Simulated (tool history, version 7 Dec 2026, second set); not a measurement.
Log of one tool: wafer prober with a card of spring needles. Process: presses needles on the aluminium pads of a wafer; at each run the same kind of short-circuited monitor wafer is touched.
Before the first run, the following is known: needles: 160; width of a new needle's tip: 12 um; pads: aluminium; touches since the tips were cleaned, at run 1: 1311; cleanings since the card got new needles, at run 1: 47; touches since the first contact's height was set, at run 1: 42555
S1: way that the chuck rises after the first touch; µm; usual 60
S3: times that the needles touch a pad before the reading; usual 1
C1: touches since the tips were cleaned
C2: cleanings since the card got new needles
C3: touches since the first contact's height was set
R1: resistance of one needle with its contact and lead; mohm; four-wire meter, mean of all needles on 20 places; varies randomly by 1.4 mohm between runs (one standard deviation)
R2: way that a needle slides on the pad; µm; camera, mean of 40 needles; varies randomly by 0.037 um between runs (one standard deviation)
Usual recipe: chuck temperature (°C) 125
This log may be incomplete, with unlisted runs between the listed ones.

run 1 hour=0.0 | S1=60 chuck_temperature_(°C)=125 S3=1 | C1=1311 C2=47 C3=42555 | R1=131 R2=9.17
-- hour=4.0 tips cleaned on abrasive film
run 2 hour=9.7 | S1=60 chuck_temperature_(°C)=125 S3=2 | C1=2972 C2=48 C3=47524 | R1=134 R2=9.12
-- hour=10.4 tips cleaned on abrasive film
run 3 hour=14.7 | S1=60 chuck_temperature_(°C)=125 S3=2 | C1=2195 C2=49 C3=50043 | R1=130 R2=9.11
-- hour=16.5 tips cleaned on abrasive film
run 4 hour=21.5 | S1=60 chuck_temperature_(°C)=117 S3=2 | C1=2563 C2=50 C3=53513 | R1=133 R2=9.09
-- hour=23.4 tips cleaned on abrasive film
run 5 hour=28.7 | S1=60 chuck_temperature_(°C)=117 S3=2 | C1=2727 C2=51 C3=57186 | R1=132 R2=9.07
-- hour=29.7 tips cleaned on abrasive film
-- hour=36.3 tips cleaned on abrasive film
run 6 hour=38.6 | S1=60 chuck_temperature_(°C)=117 S3=2 | C1=1188 C2=53 C3=62227 | R1=125 R2=9.01
-- hour=42.5 tips cleaned on abrasive film
run 7 hour=46.0 | S1=60 chuck_temperature_(°C)=117 S3=2 | C1=1780 C2=54 C3=65968 | R1=129 R2=9.02
-- hour=48.9 tips cleaned on abrasive film
run 8 hour=52.9 | S1=60 chuck_temperature_(°C)=76 S3=1 | C1=2093 C2=55 C3=69495 | R1=138 R2=9.02
-- hour=55.0 tips cleaned on abrasive film
run 9 hour=58.5 | S1=60 chuck_temperature_(°C)=76 S3=1 | C1=1803 C2=56 C3=72345 | R1=136 R2=8.96
-- hour=61.1 tips cleaned on abrasive film
run 10 hour=66.1 | S1=60 chuck_temperature_(°C)=76 S3=1 | C1=2610 C2=57 C3=76239 | R1=142 R2=8.95
-- hour=67.9 tips cleaned on abrasive film
run 11 hour=71.6 | S1=60 chuck_temperature_(°C)=76 S3=1 | C1=1907 C2=58 C3=79024 | R1=136 R2=8.99
-- hour=74.1 tips cleaned on abrasive film
run 12 hour=77.1 | S1=61 chuck_temperature_(°C)=125 S3=1 | C1=1509 C2=59 C3=81779 | R1=136 R2=9.08
-- hour=80.5 tips cleaned on abrasive film
run 13 hour=81.7 | S1=60 chuck_temperature_(°C)=43 S3=1 | C1=644 C2=60 C3=84143 | R1=120 R2=8.93
-- hour=87.2 tips cleaned on abrasive film
run 14 hour=89.5 | S1=60 chuck_temperature_(°C)=103 S3=1 | C1=1146 C2=61 C3=88092 | R1=134 R2=8.90
-- hour=93.7 tips cleaned on abrasive film
run 15 hour=97.4 | S1=60 chuck_temperature_(°C)=103 S3=1 | C1=1935 C2=62 C3=92143 | R1=140 R2=8.96
-- hour=100.4 tips cleaned on abrasive film
-- hour=106.8 tips cleaned on abrasive film
run 16 hour=106.8 | S1=60 chuck_temperature_(°C)=103 S3=1 | C1=0 C2=64 C3=96902 | R1=117 R2=8.81
-- hour=113.0 tips cleaned on abrasive film
run 17 hour=116.8 | S1=69 chuck_temperature_(°C)=69 S3=2 | C1=1986 C2=65 C3=102031 | R1=121 R2=10.28
-- hour=119.2 tips cleaned on abrasive film
-- hour=125.7 tips cleaned on abrasive film
run 18 hour=127.2 | S1=69 chuck_temperature_(°C)=92 S3=2 | C1=781 C2=67 C3=107305 | R1=118 R2=10.25
-- hour=132.1 tips cleaned on abrasive film
run 19 hour=132.3 | S1=45 chuck_temperature_(°C)=52 S3=2 | C1=70 C2=68 C3=109856 | R1=115 R2=6.41
-- hour=138.6 tips cleaned on abrasive film
run 20 hour=140.5 | S1=64 chuck_temperature_(°C)=125 S3=2 | C1=1006 C2=69 C3=114070 | R1=123 R2=9.39
-- hour=144.9 tips cleaned on abrasive film
run 21 hour=149.3 | S1=64 chuck_temperature_(°C)=68 S3=1 | C1=2273 C2=70 C3=118547 | R1=137 R2=9.43
-- hour=150.9 tips cleaned on abrasive film
-- hour=157.2 tips cleaned on abrasive film
run 22 hour=160.0 | S1=64 chuck_temperature_(°C)=68 S3=1 | C1=1466 C2=72 C3=123990 | R1=130 R2=9.36
-- hour=163.2 tips cleaned on abrasive film
-- hour=169.5 tips cleaned on abrasive film
run 23 hour=170.6 | S1=77 chuck_temperature_(°C)=33 S3=1 | C1=566 C2=74 C3=129378 | R1=110 R2=11.35
-- hour=172.9 height of the first contact set anew
-- hour=176.3 tips cleaned on abrasive film
run 24 hour=177.3 | S1=54 chuck_temperature_(°C)=49 S3=1 | C1=508 C2=75 C3=2207 | R1=118 R2=8.36
run 25 hour=182.0 | S1=54 chuck_temperature_(°C)=37 S3=2 | C1=2922 C2=75 C3=4621 | R1=133 R2=8.40
-- hour=182.8 tips cleaned on abrasive film
-- hour=189.5 tips cleaned on abrasive film
run 26 hour=192.9 | S1=54 chuck_temperature_(°C)=37 S3=2 | C1=1767 C2=77 C3=10167 | R1=124 R2=8.36
-- hour=195.8 tips cleaned on abrasive film
run 27 hour=201.6 | S1=58 chuck_temperature_(°C)=125 S3=3 | C1=3001 C2=78 C3=14644 | R1=130 R2=8.90
-- hour=202.8 tips cleaned on abrasive film
-- hour=209.3 tips cleaned on abrasive film
run 28 hour=212.6 | S1=58 chuck_temperature_(°C)=125 S3=3 | C1=1711 C2=80 C3=20216 | R1=128 R2=8.94
-- hour=215.8 tips cleaned on abrasive film
-- hour=222.1 tips cleaned on abrasive film
run 29 hour=223.4 | S1=58 chuck_temperature_(°C)=125 S3=3 | C1=655 C2=82 C3=25688 | R1=122 R2=8.91
-- hour=228.3 tips cleaned on abrasive film
run 30 hour=228.3 | S1=58 chuck_temperature_(°C)=92 S3=3 | C1=0 C2=83 C3=28193 | R1=115 R2=8.91
-- hour=234.9 tips cleaned on abrasive film
run 31 hour=237.6 | S1=58 chuck_temperature_(°C)=92 S3=3 | C1=1403 C2=84 C3=32946 | R1=122 R2=8.88
-- hour=241.3 tips cleaned on abrasive film
run 32 hour=246.8 | S1=68 chuck_temperature_(°C)=125 S3=2 | C1=2838 C2=85 C3=37626 | R1=131 R2=10.35

Measured result minus the same run's result without the hidden state. Both carry the same run-to-run variation, though not necessarily the same gauge scatter:
Hidden state present: debris on the tips, nm; way that the needles fall short of the set height, um; tips' diameter, um; drift of the gauge itself on contact_mohm, %; drift of the gauge itself on scrub_um, %.
run=1 R1=+17 R2=-0.20
run=2 R1=+19 R2=-0.22
run=3 R1=+14 R2=-0.23
run=4 R1=+17 R2=-0.25
run=5 R1=+18 R2=-0.27
run=6 R1=+10 R2=-0.29
run=7 R1=+14 R2=-0.31
run=8 R1=+27 R2=-0.33
run=9 R1=+24 R2=-0.35
run=10 R1=+32 R2=-0.36
run=11 R1=+26 R2=-0.38
run=12 R1=+20 R2=-0.40
run=13 R1=+14 R2=-0.42
run=14 R1=+19 R2=-0.43
run=15 R1=+26 R2=-0.45
run=16 R1=+4 R2=-0.47
run=17 R1=+12 R2=-0.49
run=18 R1=+8 R2=-0.52
run=19 R1=+6 R2=-0.53
run=20 R1=+10 R2=-0.54
run=21 R1=+28 R2=-0.56
run=22 R1=+21 R2=-0.59
run=23 R1=+8 R2=-0.62
run=24 R1=+12 R2=-0.02
run=25 R1=+25 R2=-0.02
run=26 R1=+18 R2=-0.04
run=27 R1=+15 R2=-0.06
run=28 R1=+10 R2=-0.09
run=29 R1=+6 R2=-0.11
run=30 R1=+3 R2=-0.14
run=31 R1=+9 R2=-0.15
run=32 R1=+16 R2=-0.17

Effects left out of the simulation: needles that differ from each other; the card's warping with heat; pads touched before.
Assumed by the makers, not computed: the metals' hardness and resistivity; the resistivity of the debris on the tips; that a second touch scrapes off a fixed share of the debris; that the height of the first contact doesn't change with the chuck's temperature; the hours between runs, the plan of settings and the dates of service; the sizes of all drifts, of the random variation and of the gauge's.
